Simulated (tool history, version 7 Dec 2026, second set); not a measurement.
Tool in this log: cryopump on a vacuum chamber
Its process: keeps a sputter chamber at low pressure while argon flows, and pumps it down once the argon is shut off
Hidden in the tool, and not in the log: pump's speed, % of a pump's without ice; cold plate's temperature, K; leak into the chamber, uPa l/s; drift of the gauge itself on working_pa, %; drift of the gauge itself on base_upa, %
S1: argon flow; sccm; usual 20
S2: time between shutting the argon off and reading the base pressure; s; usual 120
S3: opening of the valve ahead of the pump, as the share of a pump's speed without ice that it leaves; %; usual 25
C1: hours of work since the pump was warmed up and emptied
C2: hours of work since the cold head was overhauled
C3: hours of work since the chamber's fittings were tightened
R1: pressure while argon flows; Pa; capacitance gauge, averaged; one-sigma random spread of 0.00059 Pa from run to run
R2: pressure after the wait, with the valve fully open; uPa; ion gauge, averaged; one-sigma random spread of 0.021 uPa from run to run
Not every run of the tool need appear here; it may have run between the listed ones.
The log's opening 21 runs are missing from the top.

run,hour,S1,S2,S3,C1,C2,C3,R1,R2
22,1422.6,20,271,38,107,4473,377,0.0554,0.83
23,1495.3,15,120,25,167,4534,437,0.0627,1.17
24,1538.4,15,120,25,203,4569,473,0.0629,1.27
25,1622.1,9,125,25,272,4639,543,0.0389,1.45
26,1688.4,9,56,39,328,4694,598,0.0272,1.88
# hour 1724.8: pump warmed up, emptied and cooled again
27,1752.8,9,56,39,23,4744,647,0.0224,1.67
28,1808.9,15,44,16,70,4790,694,0.0925,1.89
29,1864.7,15,44,16,116,4837,740,0.0944,2.04
30,1910.9,15,52,19,155,4875,779,0.0815,2.05

Each row is a separate what-if for the run after 30, all from the same tool condition, not one after another. Results?
A,1981.4,20,29,19,213,4934,837,?,?
B,1981.4,12,120,25,213,4934,837,?,?
C,1981.4,37,108,40,213,4934,837,?,?
D,1981.4,24,22,16,213,4934,837,?,?

run,R1,R2
A,0.1095,2.76
B,0.0501,1.89
C,0.1019,1.94
D,0.1538,3.08
The same runs, with their run-to-run variation unchanged, on a tool lacking any hidden condition would have given:
run,R1,R2
A,0.1035,1.39
B,0.0466,0.48
C,0.0907,0.52
D,0.1466,1.72
